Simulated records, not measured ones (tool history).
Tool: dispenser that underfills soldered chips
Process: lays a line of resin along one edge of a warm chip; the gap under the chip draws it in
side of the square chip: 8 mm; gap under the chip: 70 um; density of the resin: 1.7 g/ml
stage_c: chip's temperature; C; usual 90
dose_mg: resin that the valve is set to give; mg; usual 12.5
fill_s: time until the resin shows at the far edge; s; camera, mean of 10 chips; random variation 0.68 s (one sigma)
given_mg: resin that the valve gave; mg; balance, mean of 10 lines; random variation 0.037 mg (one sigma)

run    day  stage_c  dose_mg  fill_s  given_mg
  1      0       90     12.5    86.4     12.14
  2   0.25       90     12.5    66.5     12.19
  3  0.521       90     12.5    87.6     12.18
  4  0.808       86     12.5    76.4     12.12
  5  1.167       90     11.5    94.6     11.06
  6  1.512       90     11.5      77     11.44
  7  1.696       84     12.5   105.3     12.47
  8  2.096       84     12.5    91.4     12.34
  9  2.388       84     12.5    75.7     12.42
 10  2.671       84     12.5    96.1     12.38
 11  2.933       90     12.5      63     12.28
 12  3.167       90     12.5    77.2     12.27
 13  3.346       90     12.5    89.7     12.27
 14  3.667       90     12.8    73.1     12.51
 15  4.021       80     12.5    86.7      12.2
 16  4.358       90     13.1    83.8     12.75
 17  4.712       90     13.1    72.8      12.8
 18  4.883       90     13.1    84.5     12.79
 19  5.254       90     13.1    71.6     12.73
 20  5.533       81     12.1   119.8     11.66
 21  5.821       85     12.6    84.7     12.06
 22  6.021       85     12.6   100.8     12.13
 23  6.271       79     12.5    90.3     12.48
 24  6.479      103     14.3    53.5     14.23
 25  6.892      103     14.3    47.9      14.2
 26  7.125      100     11.7    64.8     11.56
 27  7.512      101     10.7    54.7     10.53
 28  7.842       87     14.5   102.7     14.26
 29  8.271      105     13.5    57.6     13.23
 30  8.633      105     15.4    49.7     15.09
 31  8.804      105     15.4    56.4     15.05
 32  8.992       78     11.4    87.2     11.11
 33  9.183       78     11.4   101.7     11.08
 34  9.488       78     11.4   134.6     11.03
 35  9.883      101       16    61.5     15.44

Not shown: 20 entries that the log had between the listed runs. Between which runs, and how does the tool's hidden state differ before and after?
Between runs 1 and 2: new syringe of resin (day 0.121)
  resin's viscosity, % of fresh resin's: 140.1 -> 109.7; dose that the valve gives, % of what is set: 97.5 -> 97.29; true chip temperature over the reading, C: -0.17 -> -0.19
  measured less the result without the state, fill_s: +25.1 -> +6.4 s; given_mg: -0.31 -> -0.34 mg
Between runs 3 and 4: new syringe of resin (day 0.679)
  resin's viscosity, % of fresh resin's: 138 -> 112.1; dose that the valve gives, % of what is set: 97.08 -> 96.84; true chip temperature over the reading, C: -0.2 -> -0.22
  measured less the result without the state, fill_s: +24.7 -> +8.9 s; given_mg: -0.36 -> -0.4 mg
Between runs 5 and 6: new syringe of resin (day 1.221); dispensing valve cleaned and set on the balance (day 1.5)
  resin's viscosity, % of fresh resin's: 152.1 -> 124.2; dose that the valve gives, % of what is set: 96.56 -> 99.94; true chip temperature over the reading, C: -0.25 -> -0.26
  measured less the result without the state, fill_s: +33.4 -> +15.4 s; given_mg: -0.4 -> -0.01 mg
Between runs 7 and 8: new syringe of resin (day 1.804)
  resin's viscosity, % of fresh resin's: 145.3 -> 127.7; dose that the valve gives, % of what is set: 99.79 -> 99.46; true chip temperature over the reading, C: -0.27 -> -0.3
  measured less the result without the state, fill_s: +33.5 -> +20.6 s; given_mg: -0.03 -> -0.07 mg
Between runs 8 and 9: new syringe of resin (day 2.35)
  resin's viscosity, % of fresh resin's: 127.7 -> 102.7; dose that the valve gives, % of what is set: 99.46 -> 99.22; true chip temperature over the reading, C: -0.3 -> -0.31
  measured less the result without the state, fill_s: +20.6 -> +2.7 s; given_mg: -0.07 -> -0.09 mg
Between runs 10 and 11: new syringe of resin (day 2.883)
  resin's viscosity, % of fresh resin's: 130.8 -> 102.7; dose that the valve gives, % of what is set: 98.98 -> 98.78; true chip temperature over the reading, C: -0.33 -> -0.35
  measured less the result without the state, fill_s: +23.4 -> +2.3 s; given_mg: -0.13 -> -0.15 mg
Between runs 13 and 14: new syringe of resin (day 3.429)
  resin's viscosity, % of fresh resin's: 145.7 -> 120.5; dose that the valve gives, % of what is set: 98.43 -> 98.17; true chip temperature over the reading, C: -0.37 -> -0.39
  measured less the result without the state, fill_s: +29 -> +13.2 s; given_mg: -0.19 -> -0.24 mg
Between runs 14 and 15: new syringe of resin (day 3.988)
  resin's viscosity, % of fresh resin's: 120.5 -> 102.8; dose that the valve gives, % of what is set: 98.17 -> 97.9; true chip temperature over the reading, C: -0.39 -> -0.41
  measured less the result without the state, fill_s: +13.2 -> +3.5 s; given_mg: -0.24 -> -0.26 mg
Between runs 16 and 17: new syringe of resin (day 4.517)
  resin's viscosity, % of fresh resin's: 137.1 -> 117.7; dose that the valve gives, % of what is set: 97.61 -> 97.34; true chip temperature over the reading, C: -0.44 -> -0.46
  measured less the result without the state, fill_s: +23.6 -> +11.9 s; given_mg: -0.31 -> -0.35 mg
Between runs 18 and 19: new syringe of resin (day 5.075)
  resin's viscosity, % of fresh resin's: 136.2 -> 116.6; dose that the valve gives, % of what is set: 97.17 -> 96.89; true chip temperature over the reading, C: -0.47 -> -0.49
  measured less the result without the state, fill_s: +23.4 -> +11.2 s; given_mg: -0.38 -> -0.41 mg
Between runs 20 and 21: new syringe of resin (day 5.625)
  resin's viscosity, % of fresh resin's: 147.8 -> 118.7; dose that the valve gives, % of what is set: 96.65 -> 96.41; true chip temperature over the reading, C: -0.51 -> -0.53
  measured less the result without the state, fill_s: +40.3 -> +14.7 s; given_mg: -0.41 -> -0.45 mg
Between runs 22 and 23: new syringe of resin (day 6.179); dispensing valve cleaned and set on the balance (day 6.221)
  resin's viscosity, % of fresh resin's: 141.2 -> 105.4; dose that the valve gives, % of what is set: 96.23 -> 99.81; true chip temperature over the reading, C: -0.54 -> -0.55
  measured less the result without the state, fill_s: +30.8 -> +6.1 s; given_mg: -0.48 -> -0.03 mg
Between runs 24 and 25: new syringe of resin (day 6.771)
  resin's viscosity, % of fresh resin's: 125.5 -> 111.2; dose that the valve gives, % of what is set: 99.63 -> 99.28; true chip temperature over the reading, C: -0.57 -> -0.59
  measured less the result without the state, fill_s: +11.5 -> +5.5 s; given_mg: -0.05 -> -0.11 mg
Between runs 26 and 27: new syringe of resin (day 7.333)
  resin's viscosity, % of fresh resin's: 135.5 -> 115.8; dose that the valve gives, % of what is set: 99.07 -> 98.79; true chip temperature over the reading, C: -0.61 -> -0.63
  measured less the result without the state, fill_s: +17.8 -> +8.4 s; given_mg: -0.11 -> -0.13 mg
Between runs 28 and 29: new syringe of resin (day 7.879)
  resin's viscosity, % of fresh resin's: 153.2 -> 139; dose that the valve gives, % of what is set: 98.51 -> 98.18; true chip temperature over the reading, C: -0.65 -> -0.67
  measured less the result without the state, fill_s: +37.1 -> +16.7 s; given_mg: -0.21 -> -0.25 mg
Between runs 29 and 30: new syringe of resin (day 8.433)
  resin's viscosity, % of fresh resin's: 139 -> 118.6; dose that the valve gives, % of what is set: 98.18 -> 97.87; true chip temperature over the reading, C: -0.67 -> -0.7
  measured less the result without the state, fill_s: +16.7 -> +8.5 s; given_mg: -0.25 -> -0.33 mg
Between runs 31 and 32: new syringe of resin (day 8.992)
  resin's viscosity, % of fresh resin's: 137 -> 97.7; dose that the valve gives, % of what is set: 97.75 -> 97.59; true chip temperature over the reading, C: -0.71 -> -0.72
  measured less the result without the state, fill_s: +16.1 -> +0.3 s; given_mg: -0.34 -> -0.27 mg
Between runs 34 and 35: new syringe of resin (day 9.538)
  resin's viscosity, % of fresh resin's: 148.9 -> 136.2; dose that the valve gives, % of what is set: 97.22 -> 96.89; true chip temperature over the reading, C: -0.75 -> -0.77
  measured less the result without the state, fill_s: +46.6 -> +17.4 s; given_mg: -0.32 -> -0.49 mg
